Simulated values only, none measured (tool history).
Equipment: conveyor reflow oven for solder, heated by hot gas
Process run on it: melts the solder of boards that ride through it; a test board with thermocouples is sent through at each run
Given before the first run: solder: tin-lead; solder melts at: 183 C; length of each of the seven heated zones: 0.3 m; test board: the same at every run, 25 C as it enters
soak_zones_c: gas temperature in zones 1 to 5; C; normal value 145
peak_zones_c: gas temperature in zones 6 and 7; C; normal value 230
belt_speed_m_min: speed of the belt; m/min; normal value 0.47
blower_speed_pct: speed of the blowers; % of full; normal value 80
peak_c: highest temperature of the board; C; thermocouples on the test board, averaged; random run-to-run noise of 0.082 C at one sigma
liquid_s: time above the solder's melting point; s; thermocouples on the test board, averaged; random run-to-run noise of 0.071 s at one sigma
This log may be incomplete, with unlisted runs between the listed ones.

run   hour  soak_zones_c  peak_zones_c  belt_speed_m_min  blower_speed_pct  peak_c  liquid_s
  1      0           145           230              0.47                80  215.14     58.38
  2   43.3           145           230              0.47                80  215.13     58.32
  3   74.7           145           230              0.47                80  214.94     58.12
  4   98.5           145           230              0.47                80  214.95     58.11
  5  142.4           145           230              0.47                80  214.68     58.07
  6  182.9           145           230              0.47                80  214.73     57.84
  7  224.7           145           230              0.47                80  214.61     57.85
  8  267.6           145           230              0.47                80  214.33     57.78
  9    299           145           230              0.47                80  214.45     57.65
 10  326.2           145           230              0.47                80  214.41     57.51
 11  348.6           145           230              0.47                80  214.45     57.58
 12  366.6           145           230              0.47                80  214.21     57.45
     397.8  -- flux residue cleaned out of gas plates and filters
     403.3  -- thermocouples of zones 6 and 7 changed
 13  414.7           145           230              0.47                80  215.12     58.46
 14  439.5           145           230              0.47                80   215.2      58.7
 15    464           145           230              0.47                80  215.02     58.44
 16  491.2           132           244             0.387                64  227.45     76.04
 17  529.5           155           244             0.387                64  230.85     88.37
 18  558.4           155           244             0.387                64  230.96     88.23
 19  599.4           147           232             0.554                65   207.9     42.28
 20  625.7           157           230              0.47                75  216.11     64.29
 21  667.4           140           230              0.47                70  211.53     52.66
 22  695.8           140           230              0.47                70  211.59     52.64
 23  720.9           147           223             0.494                78  207.16     49.01
 24  751.2           145           230             0.383                80   219.7     77.35
 25  794.7           145           230             0.383                80  219.92     77.11
 26    814           155           230              0.47                58  211.46     58.59
     850.1  -- flux residue cleaned out of gas plates and filters
 27    863           155           230              0.47                58  212.63     59.88
 28  897.8           147           242             0.479                55  218.69     59.59
 29  922.1           147           242             0.479                55  218.75     59.69

Hidden state or all else? Some run-to-run changes of peak_c, split into what the settings, what came in and random variation would give without the hidden state, and what is left for the hidden state (with any gauge scatter that isn't in both results):
The hidden state here: heat that the gas passes to the board, % of a clean oven's; belt's true speed, % of the reading; true gas temperature in zones 6 and 7 over the reading, C; drift of the gauge itself on peak_c, C; drift of the gauge itself on liquid_s, %.
Run 12 -> 13: flux residue cleaned out of gas plates and filters, thermocouples of zones 6 and 7 changed. peak_c +0.91 C: hidden state +0.94, all else -0.03.
Run 18 -> 19: soak_zones_c 155 -> 147, peak_zones_c 244 -> 232, belt_speed_m_min 0.387 -> 0.554, blower_speed_pct 64 -> 65. peak_c -23.06 C: hidden state -0.38, all else -22.68.
Run 23 -> 24: soak_zones_c 147 -> 145, peak_zones_c 223 -> 230, belt_speed_m_min 0.494 -> 0.383, blower_speed_pct 78 -> 80. peak_c +12.54 C: hidden state +0.21, all else +12.33.
Run 26 -> 27: flux residue cleaned out of gas plates and filters. peak_c +1.17 C: hidden state +1.09, all else +0.08.
